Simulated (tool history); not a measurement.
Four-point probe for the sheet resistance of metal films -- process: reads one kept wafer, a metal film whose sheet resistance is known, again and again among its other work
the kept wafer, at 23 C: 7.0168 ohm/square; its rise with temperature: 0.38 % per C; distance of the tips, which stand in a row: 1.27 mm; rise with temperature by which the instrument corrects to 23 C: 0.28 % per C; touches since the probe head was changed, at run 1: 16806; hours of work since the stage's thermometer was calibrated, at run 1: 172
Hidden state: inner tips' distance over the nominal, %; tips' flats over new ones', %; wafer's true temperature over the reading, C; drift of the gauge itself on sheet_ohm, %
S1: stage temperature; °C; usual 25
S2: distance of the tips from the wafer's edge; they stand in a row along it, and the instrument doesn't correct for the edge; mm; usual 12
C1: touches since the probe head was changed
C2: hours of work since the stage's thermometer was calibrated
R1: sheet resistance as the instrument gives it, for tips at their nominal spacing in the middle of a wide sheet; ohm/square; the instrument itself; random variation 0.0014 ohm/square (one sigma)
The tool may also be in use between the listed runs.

run,day,S1,S2,C1,C2,R1
1,0.000,25,12,16806,172,7.073377
2,0.621,22,12,17283,183,7.052815
3,1.679,27,12,18097,201,7.088905
4,2.450,27,12,18688,214,7.084357
5,3.371,25,12,19398,229,7.069626
6,4.075,25,12,19939,241,7.066119
7,4.696,25,12,20417,251,7.069777
8,5.212,25,12,20813,260,7.067025
9,6.104,25,12,21499,275,7.063054
10,6.579,25,12,21863,283,7.063527
11,7.142,25,12,22295,292,7.062275
12,8.162,25,12,23081,310,7.063226
13,8.938,25,12,23676,323,7.060243
14,9.538,25,34,24138,333,7.024100
15,10.250,25,34,24685,345,7.021629
16,11.254,25,34,25455,362,7.022225
17,11.817,29,34,25890,371,7.048274
18,12.771,25,9,26622,387,7.088459
19,13.804,21,9,27417,404,7.061138
20,14.725,25,25,28124,420,7.025231
21,15.729,25,63,28897,437,7.012536
22,16.712,24,12,29654,453,7.042696
23,17.204,29,12,30030,462,7.080230
24,18.029,34,26,30665,475,7.076282
25,18.500,30,10,31028,483,7.101848
26,19.138,25,26,31518,494,7.014953
27,19.892,31,26,32095,507,7.055520
28,20.508,31,26,32570,517,7.054746
29,21.258,18,10,33146,530,7.015727
30,21.767,18,10,33537,538,7.014592
31,22.429,18,10,34048,549,7.011443
32,22.875,21,26,34391,557,6.981879
33,23.446,25,5,34830,566,7.235652
34,24.238,34,4,35438,580,7.423370
35,25.088,33,12,36090,594,7.095119
36,25.550,33,12,36447,602,7.096331
37,26.417,27,10,37113,616,7.069939
38,26.883,18,33,37470,624,6.950369
39,27.771,18,61,38151,639,6.947417
40,28.467,18,61,38688,651,6.945448
41,29.438,18,61,39434,667,6.942473
42,30.283,32,3,40085,681,7.656734
43,31.317,28,53,40879,699,7.017043
44,32.221,26,12,41572,714,7.036494
45,32.929,19,4,42118,726,7.305016

4 ways to go on from here, each from the tool as it stands after run 45. What would each give?
A,33.883,31,10,42852,742,?
B,33.883,26,5,42852,742,?
C,33.883,19,4,42852,742,?
D,33.883,25,53,42852,742,?

run,R1
A,7.089404
B,7.230079
C,7.302382
D,6.989021
With the hidden condition removed and each run's random variation left untouched, the same runs would have given:
run,R1
A,7.133063
B,7.274665
C,7.347559
D,7.032243
